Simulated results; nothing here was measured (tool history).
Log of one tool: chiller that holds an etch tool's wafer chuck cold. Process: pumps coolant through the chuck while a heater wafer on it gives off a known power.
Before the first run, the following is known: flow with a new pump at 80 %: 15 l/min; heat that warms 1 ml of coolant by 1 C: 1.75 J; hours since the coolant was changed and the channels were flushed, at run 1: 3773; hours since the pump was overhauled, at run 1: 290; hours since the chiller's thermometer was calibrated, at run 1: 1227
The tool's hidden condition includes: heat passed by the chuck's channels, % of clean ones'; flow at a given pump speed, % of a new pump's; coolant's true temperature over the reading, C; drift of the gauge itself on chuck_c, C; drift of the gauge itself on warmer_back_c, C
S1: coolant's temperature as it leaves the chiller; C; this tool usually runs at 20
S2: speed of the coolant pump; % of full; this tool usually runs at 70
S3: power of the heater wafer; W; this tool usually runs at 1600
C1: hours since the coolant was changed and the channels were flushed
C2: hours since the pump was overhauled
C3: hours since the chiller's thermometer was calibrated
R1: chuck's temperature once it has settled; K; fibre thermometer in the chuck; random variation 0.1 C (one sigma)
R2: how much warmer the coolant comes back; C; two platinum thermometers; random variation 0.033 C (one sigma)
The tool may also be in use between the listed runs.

Run 1, day 0: usual settings; C1 3773; C2 290; C3 1227. Result: R1 310.85 K, R2 4.27 C.
Run 2, day 2.271: usual settings but S3 1237 W; C1 3828; C2 345; C3 1281. Result: R1 307.05 K, R2 3.29 C.
Run 3, day 3.4: usual settings but S1 21 C, S3 1237 W; C1 3855; C2 372; C3 1309. Result: R1 307.75 K, R2 3.24 C.
Run 4, day 5.354: usual settings; C1 3902; C2 419; C3 1356. Result: R1 311.15 K, R2 4.29 C.
Run 5, day 7.696: usual settings but S2 62 % of full; C1 3958; C2 475; C3 1412. Result: R1 312.65 K, R2 4.83 C.
Run 6, day 9.079: usual settings; C1 3991; C2 508; C3 1445. Result: R1 311.05 K, R2 4.28 C.
Run 7, day 11.242: usual settings; C1 4043; C2 560; C3 1497. Result: R1 310.95 K, R2 4.27 C.
Run 8, day 13.025: usual settings; C1 4086; C2 603; C3 1540. Result: R1 311.15 K, R2 4.24 C.
Run 9, day 15.446: usual settings; C1 4144; C2 661; C3 1598. Result: R1 311.15 K, R2 4.23 C.
Run 10, day 17.171: usual settings; C1 4185; C2 702; C3 1639. Result: R1 311.35 K, R2 4.25 C.
Run 11, day 19.054: usual settings; C1 4230; C2 748; C3 1684. Result: R1 311.45 K, R2 4.29 C.
Run 12, day 20.75: usual settings but S1 27 C; C1 4271; C2 788; C3 1725. Result: R1 318.45 K, R2 4.22 C.
Run 13, day 23.2: usual settings but S1 27 C; C1 4330; C2 847; C3 1784. Result: R1 318.45 K, R2 4.27 C.
Run 14, day 24.9: usual settings but S1 27 C; C1 4371; C2 888; C3 1825. Result: R1 318.35 K, R2 4.25 C.
Run 15, day 26.629: usual settings but S1 17 C; C1 4412; C2 929; C3 1866. Result: R1 308.65 K, R2 4.28 C.
Run 16, day 28.212: usual settings; C1 4450; C2 967; C3 1904. Result: R1 311.65 K, R2 4.22 C.
At day 30.292: coolant changed, channels flushed.
Run 17, day 30.292: usual settings but S1 16 C, S2 100 % of full, S3 962 W; C1 0; C2 1011; C3 1948. Result: R1 296.65 K, R2 1.76 C.
Run 18, day 32.308: usual settings but S2 72 % of full, S3 1705 W; C1 48; C2 1060; C3 1996. Result: R1 309.85 K, R2 4.45 C.
Run 19, day 33.729: usual settings but S2 72 % of full, S3 1705 W; C1 82; C2 1094; C3 2030. Result: R1 309.95 K, R2 4.39 C.
Run 20, day 35.271: usual settings but S2 72 % of full, S3 1705 W; C1 120; C2 1131; C3 2068. Result: R1 310.05 K, R2 4.41 C.
Run 21, day 36.429: usual settings but S2 72 % of full, S3 1705 W; C1 147; C2 1159; C3 2095. Result: R1 310.05 K, R2 4.4 C.
Run 22, day 37.842: usual settings but S1 21 C, S2 65 % of full, S3 1015 W; C1 181; C2 1193; C3 2129. Result: R1 305.25 K, R2 2.87 C.
Run 23, day 39.088: usual settings but S1 21 C, S2 65 % of full, S3 1015 W; C1 211; C2 1222; C3 2159. Result: R1 305.25 K, R2 2.89 C.
Run 24, day 41.196: usual settings but S1 27 C, S2 71 % of full, S3 1727 W; C1 262; C2 1273; C3 2210. Result: R1 317.35 K, R2 4.54 C.
Run 25, day 43.233: usual settings but S2 92 % of full, S3 2392 W; C1 311; C2 1322; C3 2259. Result: R1 312.85 K, R2 4.85 C.
Run 26, day 44.542: usual settings but S2 74 % of full; C1 342; C2 1353; C3 2290. Result: R1 308.75 K, R2 4.04 C.
Run 27, day 45.971: usual settings but S2 74 % of full; C1 376; C2 1388; C3 2324. Result: R1 308.75 K, R2 4 C.
At day 46.154: chiller's thermometer calibrated.
Run 28, day 47.621: usual settings but S1 26 C, S2 60 % of full, S3 1350 W; C1 415; C2 1426; C3 35. Result: R1 314.15 K, R2 4.2 C.
Run 29, day 49.629: usual settings but S1 13 C, S2 60 % of full, S3 1350 W; C1 463; C2 1474; C3 83. Result: R1 301.15 K, R2 4.23 C.
Run 30, day 50.717: usual settings but S1 11 C, S2 60 % of full, S3 1619 W; C1 489; C2 1500; C3 109. Result: R1 302.35 K, R2 5.11 C.
Run 31, day 52.583: usual settings but S1 11 C, S2 60 % of full, S3 1619 W; C1 534; C2 1545; C3 154. Result: R1 302.65 K, R2 5.04 C.

Predict each of these 5 candidate next runs independently; none follows another, all start after run 31:
Run A, day 54.383: usual settings but S1 25 C, S2 100 % of full, S3 1087 W; C1 577; C2 1588; C3 197. Result: R1 ?, R2 ?.
Run B, day 54.383: usual settings but S1 19 C, S2 61 % of full, S3 1792 W; C1 577; C2 1588; C3 197. Result: R1 ?, R2 ?.
Run C, day 54.383: usual settings but S1 11 C, S2 64 % of full, S3 1013 W; C1 577; C2 1588; C3 197. Result: R1 ?, R2 ?.
Run D, day 54.383: usual settings but S1 15 C, S2 95 % of full, S3 1619 W; C1 577; C2 1588; C3 197. Result: R1 ?, R2 ?.
Run E, day 54.383: usual settings but S2 96 % of full, S3 2287 W; C1 577; C2 1588; C3 197. Result: R1 ?, R2 ?.

run      R1    R2
  A  306.25  2.04
  B  311.95  5.56
  C  294.95     3
  D  300.95  3.19
  E  311.05  4.44
Take away the tool's hidden state, keep each run's random variation, and the runs would have read:
run      R1    R2
  A  305.85     2
  B  311.15  5.42
  C  294.45  2.93
  D  300.35  3.11
  E  310.25  4.33
